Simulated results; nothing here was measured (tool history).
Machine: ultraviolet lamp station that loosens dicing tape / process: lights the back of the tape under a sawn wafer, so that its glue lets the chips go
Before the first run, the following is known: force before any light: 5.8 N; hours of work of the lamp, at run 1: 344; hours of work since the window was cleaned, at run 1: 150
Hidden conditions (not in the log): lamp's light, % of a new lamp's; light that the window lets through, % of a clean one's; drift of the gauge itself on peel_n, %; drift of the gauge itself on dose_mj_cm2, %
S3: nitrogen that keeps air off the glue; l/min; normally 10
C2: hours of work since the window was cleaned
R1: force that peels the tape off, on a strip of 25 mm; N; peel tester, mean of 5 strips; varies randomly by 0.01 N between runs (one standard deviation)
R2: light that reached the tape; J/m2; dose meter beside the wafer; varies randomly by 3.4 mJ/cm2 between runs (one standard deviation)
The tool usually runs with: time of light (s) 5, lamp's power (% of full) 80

run 1 hour=0 | time_of_light_(s)=5 lamp's_power_(%_of_full)=80 S3=10 | hours_of_work_of_the_lamp=344 C2=150 | R1=0.475 R2=5440
run 2 hour=12.8 | time_of_light_(s)=5 lamp's_power_(%_of_full)=80 S3=10 | hours_of_work_of_the_lamp=354 C2=160 | R1=0.466 R2=5450
run 3 hour=19 | time_of_light_(s)=5 lamp's_power_(%_of_full)=80 S3=10 | hours_of_work_of_the_lamp=359 C2=165 | R1=0.448 R2=5490
run 4 hour=25.3 | time_of_light_(s)=5 lamp's_power_(%_of_full)=80 S3=10 | hours_of_work_of_the_lamp=364 C2=170 | R1=0.453 R2=5540
run 5 hour=35.7 | time_of_light_(s)=3 lamp's_power_(%_of_full)=80 S3=10 | hours_of_work_of_the_lamp=372 C2=178 | R1=1.136 R2=3250
run 6 hour=45.9 | time_of_light_(s)=3 lamp's_power_(%_of_full)=80 S3=10 | hours_of_work_of_the_lamp=380 C2=186 | R1=1.126 R2=3290
run 7 hour=59.6 | time_of_light_(s)=3 lamp's_power_(%_of_full)=80 S3=10 | hours_of_work_of_the_lamp=391 C2=197 | R1=1.145 R2=3260
run 8 hour=72.7 | time_of_light_(s)=3 lamp's_power_(%_of_full)=80 S3=10 | hours_of_work_of_the_lamp=401 C2=208 | R1=1.172 R2=3250
run 9 hour=80.4 | time_of_light_(s)=3 lamp's_power_(%_of_full)=80 S3=10 | hours_of_work_of_the_lamp=407 C2=214 | R1=1.12 R2=3290
run 10 hour=91.6 | time_of_light_(s)=3 lamp's_power_(%_of_full)=80 S3=10 | hours_of_work_of_the_lamp=416 C2=223 | R1=1.132 R2=3270
run 11 hour=97.6 | time_of_light_(s)=3 lamp's_power_(%_of_full)=80 S3=10 | hours_of_work_of_the_lamp=421 C2=227 | R1=1.186 R2=3250
run 12 hour=106.6 | time_of_light_(s)=3 lamp's_power_(%_of_full)=90 S3=10 | hours_of_work_of_the_lamp=428 C2=235 | R1=0.916 R2=3660
run 13 hour=115.8 | time_of_light_(s)=3 lamp's_power_(%_of_full)=90 S3=10 | hours_of_work_of_the_lamp=436 C2=242 | R1=0.951 R2=3710
run 14 hour=123.4 | time_of_light_(s)=3 lamp's_power_(%_of_full)=90 S3=10 | hours_of_work_of_the_lamp=442 C2=248 | R1=0.945 R2=3680
run 15 hour=133.5 | time_of_light_(s)=3 lamp's_power_(%_of_full)=90 S3=10 | hours_of_work_of_the_lamp=450 C2=256 | R1=0.947 R2=3690
run 16 hour=140.6 | time_of_light_(s)=3 lamp's_power_(%_of_full)=90 S3=10 | hours_of_work_of_the_lamp=455 C2=262 | R1=0.974 R2=3710
run 17 hour=153.7 | time_of_light_(s)=3 lamp's_power_(%_of_full)=90 S3=10 | hours_of_work_of_the_lamp=466 C2=272 | R1=0.918 R2=3670
run 18 hour=160.3 | time_of_light_(s)=5 lamp's_power_(%_of_full)=75 S3=7 | hours_of_work_of_the_lamp=471 C2=277 | R1=0.566 R2=5090
run 19 hour=166.8 | time_of_light_(s)=5 lamp's_power_(%_of_full)=75 S3=7 | hours_of_work_of_the_lamp=476 C2=282 | R1=0.583 R2=5070
run 20 hour=175.2 | time_of_light_(s)=7 lamp's_power_(%_of_full)=80 S3=10 | hours_of_work_of_the_lamp=483 C2=289 | R1=0.213 R2=7720
run 21 hour=188.8 | time_of_light_(s)=5 lamp's_power_(%_of_full)=91 S3=4 | hours_of_work_of_the_lamp=494 C2=300 | R1=0.507 R2=6210
run 22 hour=197.7 | time_of_light_(s)=3 lamp's_power_(%_of_full)=91 S3=3 | hours_of_work_of_the_lamp=501 C2=307 | R1=1.428 R2=3760
run 23 hour=210.4 | time_of_light_(s)=4 lamp's_power_(%_of_full)=60 S3=5 | hours_of_work_of_the_lamp=511 C2=317 | R1=1.411 R2=3310
run 24 hour=223 | time_of_light_(s)=4 lamp's_power_(%_of_full)=63 S3=12 | hours_of_work_of_the_lamp=521 C2=327 | R1=0.992 R2=3450
run 25 hour=231.5 | time_of_light_(s)=3 lamp's_power_(%_of_full)=97 S3=6 | hours_of_work_of_the_lamp=528 C2=334 | R1=1.001 R2=4000
run 26 hour=240.8 | time_of_light_(s)=6 lamp's_power_(%_of_full)=73 S3=3 | hours_of_work_of_the_lamp=535 C2=341 | R1=0.61 R2=5930
run 27 hour=250.4 | time_of_light_(s)=3 lamp's_power_(%_of_full)=68 S3=14 | hours_of_work_of_the_lamp=543 C2=349 | R1=1.326 R2=2770

What if the next run were any one of these 3? Each begins from the tool's condition after run 27:
run A hour=260.1 | time_of_light_(s)=3 lamp's_power_(%_of_full)=76 S3=14 | hours_of_work_of_the_lamp=550 C2=357 | R1=? R2=?
run B hour=260.1 | time_of_light_(s)=8 lamp's_power_(%_of_full)=80 S3=12 | hours_of_work_of_the_lamp=550 C2=357 | R1=? R2=?
run C hour=260.1 | time_of_light_(s)=4 lamp's_power_(%_of_full)=77 S3=13 | hours_of_work_of_the_lamp=550 C2=357 | R1=? R2=?

run=A R1=1.159 R2=3120
run=B R1=0.178 R2=8610
run=C R1=0.686 R2=4240
Had the tool no hidden state, the same runs would have come out as:
run=A R1=1.157 R2=3130
run=B R1=0.177 R2=8620
run=C R1=0.684 R2=4240
